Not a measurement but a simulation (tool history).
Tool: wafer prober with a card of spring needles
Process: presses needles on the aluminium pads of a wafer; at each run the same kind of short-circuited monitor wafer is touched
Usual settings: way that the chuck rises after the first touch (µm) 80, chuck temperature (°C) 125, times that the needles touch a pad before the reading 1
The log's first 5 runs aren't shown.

run     day  way that the chuck rises after the first touch (µm)  chuck temperature (°C)  times that the needles touch a pad before the reading  resistance of one needle with its contact and lead (mohm)  way that a needle slides on the pad (µm)
      2.629  -- height of the first contact set anew
      2.675  -- tips cleaned on abrasive film
  6   2.971                                                   80                     125                                                      1                                                        198                                     22.23
      3.025  -- tips cleaned on abrasive film
      3.392  -- tips cleaned on abrasive film
  7   3.679                                                   80                     125                                                      1                                                        202                                     22.17
       3.75  -- tips cleaned on abrasive film
  8   4.075                                                   80                     125                                                      1                                                        203                                     22.06
      4.117  -- tips cleaned on abrasive film
      4.454  -- tips cleaned on abrasive film
  9   4.475                                                   80                      47                                                      1                                                        152                                     22.02
      4.854  -- tips cleaned on abrasive film
 10   5.142                                                   80                      47                                                      1                                                        191                                     22.22
      5.254  -- tips cleaned on abrasive film
 11   5.471                                                   80                      47                                                      1                                                        186                                     22.03
      5.621  -- tips cleaned on abrasive film
      5.975  -- tips cleaned on abrasive film
 12   6.129                                                   80                     125                                                      1                                                        185                                     22.08
      6.333  -- tips cleaned on abrasive film
        6.7  -- tips cleaned on abrasive film
 13     6.7                                                   80                     125                                                      1                                                        155                                     21.95
      7.104  -- tips cleaned on abrasive film
 14    7.15                                                   80                     125                                                      1                                                        164                                     22.11
      7.483  -- tips cleaned on abrasive film
      7.833  -- tips cleaned on abrasive film
 15   7.858                                                   75                     125                                                      1                                                        163                                     20.59
      8.204  -- tips cleaned on abrasive film
       8.55  -- tips cleaned on abrasive film
 16   8.588                                                   75                     125                                                      1                                                        166                                     20.43
      8.892  -- tips cleaned on abrasive film
 17   8.904                                                   89                     125                                                      1                                                        155                                     24.43
      9.275  -- tips cleaned on abrasive film
 18   9.483                                                   89                     125                                                      1                                                        185                                     24.31
      9.633  -- tips cleaned on abrasive film
 19   9.825                                                   80                      51                                                      2                                                        167                                     21.77
     10.021  -- tips cleaned on abrasive film
     10.362  -- tips cleaned on abrasive film
 20  10.575                                                   80                      51                                                      2                                                        171                                     21.68
     10.717  -- tips cleaned on abrasive film
     11.092  -- tips cleaned on abrasive film
 21  11.133                                                   80                     125                                                      2                                                        159                                     21.72
     11.429  -- tips cleaned on abrasive film
 22  11.604                                                   80                     125                                                      2                                                        177                                     21.74
     11.796  -- tips cleaned on abrasive film
     12.167  -- tips cleaned on abrasive film
 23  12.296                                                   80                      67                                                      1                                                        183                                     21.68
     12.542  -- tips cleaned on abrasive film
 24  12.767                                                   80                      67                                                      1                                                        199                                     21.81

Forecast run 25:
     12.904  -- tips cleaned on abrasive film
     13.258  -- tips cleaned on abrasive film
 25  13.417                                                   98                      34                                                      2                                                          ?                                         ?

{"run 25": {"resistance of one needle with its contact and lead (mohm)": 155, "way that a needle slides on the pad (µm)": 26.61}}
Without the tool's hidden state the same run would have given resistance of one needle with its contact and lead (mohm) 133, way that a needle slides on the pad (µm) 27.29.
